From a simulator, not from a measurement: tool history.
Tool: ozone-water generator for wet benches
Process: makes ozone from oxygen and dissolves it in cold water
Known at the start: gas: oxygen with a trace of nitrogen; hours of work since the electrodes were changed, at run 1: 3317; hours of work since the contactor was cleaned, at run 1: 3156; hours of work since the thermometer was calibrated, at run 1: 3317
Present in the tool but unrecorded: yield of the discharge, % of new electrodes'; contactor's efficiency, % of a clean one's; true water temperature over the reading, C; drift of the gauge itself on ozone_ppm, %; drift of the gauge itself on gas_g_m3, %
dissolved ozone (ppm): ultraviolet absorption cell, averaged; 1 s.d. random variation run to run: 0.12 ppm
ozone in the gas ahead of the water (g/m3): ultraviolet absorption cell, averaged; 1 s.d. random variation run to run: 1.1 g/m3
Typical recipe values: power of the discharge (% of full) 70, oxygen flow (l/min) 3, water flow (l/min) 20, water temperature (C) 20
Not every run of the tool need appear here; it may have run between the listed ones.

run    hour  power of the discharge (% of full)  oxygen flow (l/min)  water flow (l/min)  water temperature (C)  hours of work since the electrodes were changed  hours of work since the contactor was cleaned  hours of work since the thermometer was calibrated  dissolved ozone (ppm)  ozone in the gas ahead of the water (g/m3)
  1       0                                  70                    3                  20                     20                                             3317                                           3156                                                3317                   12.4                                       202.4
  2     110                                  70                    3                  20                     20                                             3393                                           3233                                                3393                   12.1                                       202.4
  3   169.8                                  70                    3                  20                     20                                             3434                                           3274                                                3434                   12.3                                         202
      262.9  -- water thermometer calibrated
  4   303.1                                  70                    3                  20                     20                                             3527                                           3366                                                  28                   12.1                                       202.3
  5   372.1                                  70                    3                  20                     20                                             3575                                           3414                                                  76                   12.4                                       201.3
  6   487.5                                  70                    3                  20                     20                                             3655                                           3494                                                 156                   12.3                                       203.7
  7   565.4                                  70                    3                  20                     22                                             3709                                           3549                                                 210                   11.9                                         204
  8   631.8                                  70                    3                  20                     22                                             3755                                           3595                                                 256                     12                                       205.2
  9   719.2                                  70                    3                  20                     22                                             3815                                           3655                                                 317                     12                                       204.1
 10   819.3                                  70                    3                  20                     20                                             3885                                           3725                                                 386                   12.2                                         203
 11   913.8                                  70                    3                  20                     20                                             3950                                           3790                                                 452                   12.4                                       202.3
 12  1017.7                                  70                    3                  20                     20                                             4023                                           3862                                                 524                   12.1                                       203.1
 13  1108.4                                  70                 3.96                  20                     20                                             4086                                           3925                                                 587                   12.3                                         172
 14  1213.8                                  55                 3.96                  20                     20                                             4159                                           3999                                                 660                    9.9                                       138.2
 15  1300.9                                  55                 3.96                  20                     20                                             4219                                           4059                                                 720                    9.9                                       135.9
 16  1379.9                                  55                 3.96                  20                     14                                             4274                                           4114                                                 775                   10.6                                       137.9
 17  1449.5                                  63                 3.27                  23                     21                                             4322                                           4162                                                 824                    9.4                                       176.7
 18  1565.2                                  63                 3.27                  23                     21                                             4403                                           4242                                                 904                    9.4                                       175.8
 19  1698.7                                  63                 2.46                  23                     13                                             4495                                           4335                                                 996                    9.8                                       210.7

Expected results for the next run?
 20  1814.1                                  63                 5.39                  23                     13                                             4575                                           4415                                                1077                      ?                                           ?

{"run 20": {"dissolved ozone (ppm)": 10.3, "ozone in the gas ahead of the water (g/m3)": 127.4}}
With the hidden condition absent and the run-to-run variation left alone, this run would have shown dissolved ozone (ppm) 10.3, ozone in the gas ahead of the water (g/m3) 125.3.
